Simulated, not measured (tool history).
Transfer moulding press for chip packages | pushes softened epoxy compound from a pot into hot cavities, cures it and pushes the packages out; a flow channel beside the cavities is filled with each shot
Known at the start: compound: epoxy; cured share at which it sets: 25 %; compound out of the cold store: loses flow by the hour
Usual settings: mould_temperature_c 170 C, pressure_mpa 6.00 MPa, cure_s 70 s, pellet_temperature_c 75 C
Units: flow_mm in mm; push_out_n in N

run	hour	mould_temperature_c	pressure_mpa	cure_s	pellet_temperature_c	incoming compound's hours out of the cold store	flow_mm	push_out_n
1	0.0	170	6.00	70	75	33.1	629	333
2	7.9	170	6.00	70	75	13.6	692	377
3	21.8	170	6.00	70	75	23.4	661	355
4	31.9	170	6.00	70	75	28.7	643	351
5	46.0	170	6.00	70	75	28.2	646	351
6	52.1	170	6.00	70	75	29.8	639	365
7	60.7	170	6.00	70	75	45.7	591	340
8	72.9	170	6.00	70	75	13.2	691	374
9	87.3	170	6.00	70	75	27.8	647	341
10	98.1	170	6.00	52	75	31.7	629	754
11	107.9	170	6.00	70	65	39.4	611	364
12	121.4	170	6.00	70	75	37.7	613	354
13	137.7	170	6.00	70	75	24.2	657	352
14	152.3	175	6.00	70	75	47.4	580	244
15	160.1	175	6.00	70	75	27.1	641	259
16	174.8	162	4.85	58	74	33.7	576	841
17	185.1	162	4.85	58	74	39.1	560	820
18	193.2	171	4.75	70	75	46.1	524	307
19	204.0	165	6.00	70	73	8.3	721	541
20	214.2	170	5.46	62	79	39.0	581	474
21	227.0	170	6.00	70	66	11.3	700	420
22	236.9	170	6.00	108	69	17.3	682	177
23	248.2	171	6.81	85	77	39.4	647	204
24	260.9	171	6.81	85	77	21.0	708	217
25	273.9	170	7.13	70	71	29.2	696	365
26	282.1	170	7.13	70	71	27.4	705	357
27	291.4	170	7.13	70	71	37.2	670	352
28	302.6	170	4.70	93	69	38.9	540	196
29	315.6	170	7.06	93	72	20.4	727	204

Not shown: 7 entries that the log had between the listed runs. Between which runs, and how does the tool's hidden state differ before and after?
Between runs 3 and 4: cavities cleaned with cleaning compound and waxed (hour 27.1)
  grip of the stained cavities, % over clean ones': 0.6 -> 0.2
Between runs 8 and 9: cavities cleaned with cleaning compound and waxed (hour 79.0)
  pressure that reaches the compound, % of what is set: 99.92 -> 99.91; grip of the stained cavities, % over clean ones': 0.7 -> 0.2
Between runs 12 and 13: cavities cleaned with cleaning compound and waxed (hour 131.1)
  grip of the stained cavities, % over clean ones': 0.6 -> 0.2
Between runs 15 and 16: plunger's sealing rings changed (hour 173.5)
  pressure that reaches the compound, % of what is set: 99.89 -> 100; grip of the stained cavities, % over clean ones': 0.5 -> 0.6
Between runs 16 and 17: cavities cleaned with cleaning compound and waxed (hour 185.1)
  pressure that reaches the compound, % of what is set: 100 -> 99.99; grip of the stained cavities, % over clean ones': 0.6 -> 0
Between runs 21 and 22: cavities cleaned with cleaning compound and waxed (hour 236.5)
  grip of the stained cavities, % over clean ones': 0.6 -> 0
Between runs 26 and 27: cavities cleaned with cleaning compound and waxed (hour 288.9)
  grip of the stained cavities, % over clean ones': 0.6 -> 0.1
